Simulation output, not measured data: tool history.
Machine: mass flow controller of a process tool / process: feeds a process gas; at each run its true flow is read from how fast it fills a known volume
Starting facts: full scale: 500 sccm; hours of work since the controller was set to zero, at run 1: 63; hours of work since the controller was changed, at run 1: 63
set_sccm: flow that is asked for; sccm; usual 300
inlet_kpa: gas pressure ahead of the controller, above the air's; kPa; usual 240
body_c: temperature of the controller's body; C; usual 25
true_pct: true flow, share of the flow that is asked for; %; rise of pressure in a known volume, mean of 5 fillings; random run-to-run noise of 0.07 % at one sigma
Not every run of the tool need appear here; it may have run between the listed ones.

run    hour  set_sccm  inlet_kpa  body_c  hours of work since the controller was set to zero  hours of work since the controller was changed  true_pct
  1       0       300        240      25                                                  63                                              63     99.16
  2    73.9       300        222      25                                                  90                                              90     99.26
  3   114.4       300        222      25                                                 105                                             105     99.27
  4   188.3       300        222      25                                                 132                                             132     99.18
  5   236.8       300        222      25                                                 150                                             150     99.21
  6   300.2       300        222      25                                                 174                                             174     99.16
  7   371.6       300        222      25                                                 200                                             200     99.22
  8   439.9       300        222      25                                                 225                                             225     99.18
  9   521.4       300        170      25                                                 255                                             255     99.51
 10   605.1       300        170      25                                                 286                                             286     99.54
 11   667.1       396        240      27                                                 309                                             309     99.84
 12   727.4       396        240      27                                                 331                                             331     99.71
 13   764.6       391        246      27                                                 345                                             345     99.72
      771.3  -- controller's zero set anew
 14   841.3       391        246      27                                                  26                                             373     99.78
 15   880.8       391        165      29                                                  40                                             388    100.17
 16   949.3       381        159      20                                                  66                                             413     99.69
 17  1013.1       198        231      30                                                  89                                             437     99.22
 18  1068.1       444        207      25                                                 110                                             457    100.13
 19  1132.2       300        223      38                                                 133                                             481    100.22

The logged runs with the hidden state left out (each run's random variation unchanged):
The hidden state here: flow at rest that the sensor doesn't see, % of full scale; true flow over the shown one, %; drift of the gauge itself on true_pct, %.
run  true_pct
  1     98.88
  2     98.97
  3     98.96
  4     98.87
  5     98.89
  6     98.83
  7     98.87
  8     98.82
  9     99.15
 10     99.16
 11     99.48
 12     99.34
 13     99.35
 14     99.36
 15     99.75
 16     99.25
 17     98.63
 18      99.7
 19     99.71
